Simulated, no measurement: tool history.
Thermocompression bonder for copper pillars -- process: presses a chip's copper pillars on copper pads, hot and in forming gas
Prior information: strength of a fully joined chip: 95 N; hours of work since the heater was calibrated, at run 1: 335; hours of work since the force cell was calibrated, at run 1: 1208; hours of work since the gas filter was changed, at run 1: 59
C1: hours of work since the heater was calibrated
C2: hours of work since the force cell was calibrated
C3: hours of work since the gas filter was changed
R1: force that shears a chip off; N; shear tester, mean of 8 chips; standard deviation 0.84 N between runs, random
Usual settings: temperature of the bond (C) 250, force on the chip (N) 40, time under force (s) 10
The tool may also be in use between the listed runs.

{"run": 1, "hour": 0.0, "temperature of the bond (C)": 250, "force on the chip (N)": 40, "time under force (s)": 10, "C1": 335, "C2": 1208, "C3": 59, "R1": 62.4}
{"run": 2, "hour": 58.9, "temperature of the bond (C)": 250, "force on the chip (N)": 40, "time under force (s)": 10, "C1": 371, "C2": 1244, "C3": 95, "R1": 58.5}
{"run": 3, "hour": 100.7, "temperature of the bond (C)": 250, "force on the chip (N)": 40, "time under force (s)": 10, "C1": 397, "C2": 1270, "C3": 121, "R1": 59.6}
{"run": 4, "hour": 176.2, "temperature of the bond (C)": 246, "force on the chip (N)": 40, "time under force (s)": 10, "C1": 443, "C2": 1316, "C3": 167, "R1": 56.3}
{"hour": 187.4, "done": "force cell calibrated"}
{"hour": 210.2, "done": "forming gas filter changed"}
{"run": 5, "hour": 217.6, "temperature of the bond (C)": 246, "force on the chip (N)": 40, "time under force (s)": 10, "C1": 467, "C2": 18, "C3": 4, "R1": 57.8}
{"run": 6, "hour": 265.5, "temperature of the bond (C)": 246, "force on the chip (N)": 40, "time under force (s)": 10, "C1": 496, "C2": 47, "C3": 34, "R1": 57.4}
{"run": 7, "hour": 311.3, "temperature of the bond (C)": 232, "force on the chip (N)": 40, "time under force (s)": 10, "C1": 524, "C2": 75, "C3": 62, "R1": 46.1}
{"run": 8, "hour": 364.6, "temperature of the bond (C)": 232, "force on the chip (N)": 40, "time under force (s)": 10, "C1": 556, "C2": 108, "C3": 94, "R1": 45.7}
{"hour": 396.2, "done": "force cell calibrated, once more"}
{"run": 9, "hour": 411.1, "temperature of the bond (C)": 232, "force on the chip (N)": 40, "time under force (s)": 10, "C1": 584, "C2": 9, "C3": 122, "R1": 50.7}
{"run": 10, "hour": 455.0, "temperature of the bond (C)": 245, "force on the chip (N)": 40, "time under force (s)": 10, "C1": 611, "C2": 36, "C3": 148, "R1": 57.4}
{"run": 11, "hour": 511.2, "temperature of the bond (C)": 274, "force on the chip (N)": 40, "time under force (s)": 10, "C1": 645, "C2": 70, "C3": 183, "R1": 73}
{"hour": 515.4, "done": "forming gas filter changed"}
{"run": 12, "hour": 550.8, "temperature of the bond (C)": 274, "force on the chip (N)": 40, "time under force (s)": 10, "C1": 669, "C2": 94, "C3": 22, "R1": 76.5}
{"run": 13, "hour": 604.0, "temperature of the bond (C)": 250, "force on the chip (N)": 37, "time under force (s)": 10, "C1": 701, "C2": 126, "C3": 54, "R1": 59.9}
{"run": 14, "hour": 659.0, "temperature of the bond (C)": 242, "force on the chip (N)": 40, "time under force (s)": 10, "C1": 735, "C2": 160, "C3": 88, "R1": 57}
{"run": 15, "hour": 709.1, "temperature of the bond (C)": 250, "force on the chip (N)": 40, "time under force (s)": 10, "C1": 765, "C2": 191, "C3": 118, "R1": 59.9}
{"run": 16, "hour": 782.7, "temperature of the bond (C)": 250, "force on the chip (N)": 40, "time under force (s)": 10, "C1": 810, "C2": 235, "C3": 163, "R1": 59.2}
{"hour": 823.0, "done": "forming gas filter changed"}
{"run": 17, "hour": 828.2, "temperature of the bond (C)": 250, "force on the chip (N)": 40, "time under force (s)": 10, "C1": 838, "C2": 263, "C3": 3, "R1": 62.9}
{"run": 18, "hour": 881.5, "temperature of the bond (C)": 250, "force on the chip (N)": 40, "time under force (s)": 10, "C1": 870, "C2": 295, "C3": 36, "R1": 61.3}
{"run": 19, "hour": 941.8, "temperature of the bond (C)": 250, "force on the chip (N)": 40, "time under force (s)": 10, "C1": 907, "C2": 332, "C3": 72, "R1": 59.6}
{"run": 20, "hour": 996.8, "temperature of the bond (C)": 250, "force on the chip (N)": 40, "time under force (s)": 10, "C1": 941, "C2": 366, "C3": 106, "R1": 60.5}
{"run": 21, "hour": 1072.2, "temperature of the bond (C)": 250, "force on the chip (N)": 40, "time under force (s)": 10, "C1": 987, "C2": 412, "C3": 152, "R1": 57.8}
{"hour": 1126.2, "done": "forming gas filter changed"}
{"run": 22, "hour": 1136.2, "temperature of the bond (C)": 250, "force on the chip (N)": 40, "time under force (s)": 10, "C1": 1025, "C2": 450, "C3": 6, "R1": 63.5}
{"run": 23, "hour": 1177.0, "temperature of the bond (C)": 248, "force on the chip (N)": 48, "time under force (s)": 14, "C1": 1050, "C2": 475, "C3": 31, "R1": 73}
{"run": 24, "hour": 1228.8, "temperature of the bond (C)": 248, "force on the chip (N)": 48, "time under force (s)": 14, "C1": 1082, "C2": 507, "C3": 63, "R1": 72}
{"run": 25, "hour": 1270.0, "temperature of the bond (C)": 250, "force on the chip (N)": 40, "time under force (s)": 5, "C1": 1107, "C2": 532, "C3": 88, "R1": 49.1}
{"run": 26, "hour": 1306.9, "temperature of the bond (C)": 277, "force on the chip (N)": 40, "time under force (s)": 10, "C1": 1129, "C2": 555, "C3": 110, "R1": 76.2}
{"run": 27, "hour": 1389.1, "temperature of the bond (C)": 250, "force on the chip (N)": 34, "time under force (s)": 7, "C1": 1180, "C2": 605, "C3": 160, "R1": 45.9}
{"hour": 1430.1, "done": "forming gas filter changed"}
{"run": 28, "hour": 1448.4, "temperature of the bond (C)": 250, "force on the chip (N)": 34, "time under force (s)": 7, "C1": 1215, "C2": 641, "C3": 11, "R1": 48.9}
{"run": 29, "hour": 1516.5, "temperature of the bond (C)": 231, "force on the chip (N)": 34, "time under force (s)": 15, "C1": 1257, "C2": 682, "C3": 53, "R1": 48.3}
{"run": 30, "hour": 1584.1, "temperature of the bond (C)": 251, "force on the chip (N)": 34, "time under force (s)": 6, "C1": 1298, "C2": 723, "C3": 94, "R1": 44.5}
{"run": 31, "hour": 1649.2, "temperature of the bond (C)": 251, "force on the chip (N)": 34, "time under force (s)": 6, "C1": 1338, "C2": 763, "C3": 134, "R1": 44}
{"run": 32, "hour": 1730.5, "temperature of the bond (C)": 232, "force on the chip (N)": 32, "time under force (s)": 23, "C1": 1388, "C2": 813, "C3": 183, "R1": 49.4}
{"hour": 1738.4, "done": "forming gas filter changed"}
{"run": 33, "hour": 1798.6, "temperature of the bond (C)": 253, "force on the chip (N)": 30, "time under force (s)": 5, "C1": 1429, "C2": 854, "C3": 37, "R1": 38.1}
{"run": 34, "hour": 1844.7, "temperature of the bond (C)": 253, "force on the chip (N)": 30, "time under force (s)": 5, "C1": 1457, "C2": 882, "C3": 65, "R1": 39.3}
{"run": 35, "hour": 1924.9, "temperature of the bond (C)": 253, "force on the chip (N)": 30, "time under force (s)": 5, "C1": 1506, "C2": 931, "C3": 114, "R1": 36.9}
{"run": 36, "hour": 1991.3, "temperature of the bond (C)": 253, "force on the chip (N)": 30, "time under force (s)": 5, "C1": 1546, "C2": 971, "C3": 154, "R1": 37.5}
{"hour": 2044.3, "done": "forming gas filter changed"}
{"run": 37, "hour": 2068.1, "temperature of the bond (C)": 253, "force on the chip (N)": 30, "time under force (s)": 5, "C1": 1593, "C2": 1018, "C3": 15, "R1": 39.5}
{"run": 38, "hour": 2153.0, "temperature of the bond (C)": 253, "force on the chip (N)": 30, "time under force (s)": 5, "C1": 1645, "C2": 1070, "C3": 66, "R1": 37}
{"run": 39, "hour": 2223.8, "temperature of the bond (C)": 256, "force on the chip (N)": 26, "time under force (s)": 21, "C1": 1688, "C2": 1113, "C3": 110, "R1": 57.1}

Each run again, without the hidden state but with its own random variation kept:
The tool's hidden condition here consists of: true temperature of the bond over the reading, C; force that reaches the chip, % of what is set; oxide that the forming gas leaves, % of the face; drift of the gauge itself on shear_n, %.
run=1 R1=68.2
run=2 R1=65.3
run=3 R1=67.3
run=4 R1=65.4
run=5 R1=64.6
run=6 R1=65.2
run=7 R1=54.1
run=8 R1=54.6
run=9 R1=55.8
run=10 R1=63.7
run=11 R1=81.3
run=12 R1=79.1
run=13 R1=64
run=14 R1=62.1
run=15 R1=66.1
run=16 R1=66.9
run=17 R1=66.4
run=18 R1=65.9
run=19 R1=65.2
run=20 R1=67.5
run=21 R1=66.2
run=22 R1=68.3
run=23 R1=78.1
run=24 R1=78.3
run=25 R1=55.9
run=26 R1=83.7
run=27 R1=54.6
run=28 R1=54.7
run=29 R1=55.6
run=30 R1=52.2
run=31 R1=52.8
run=32 R1=60.5
run=33 R1=44.8
run=34 R1=46.6
run=35 R1=45.2
run=36 R1=46.9
run=37 R1=46.7
run=38 R1=45.1
run=39 R1=68.3
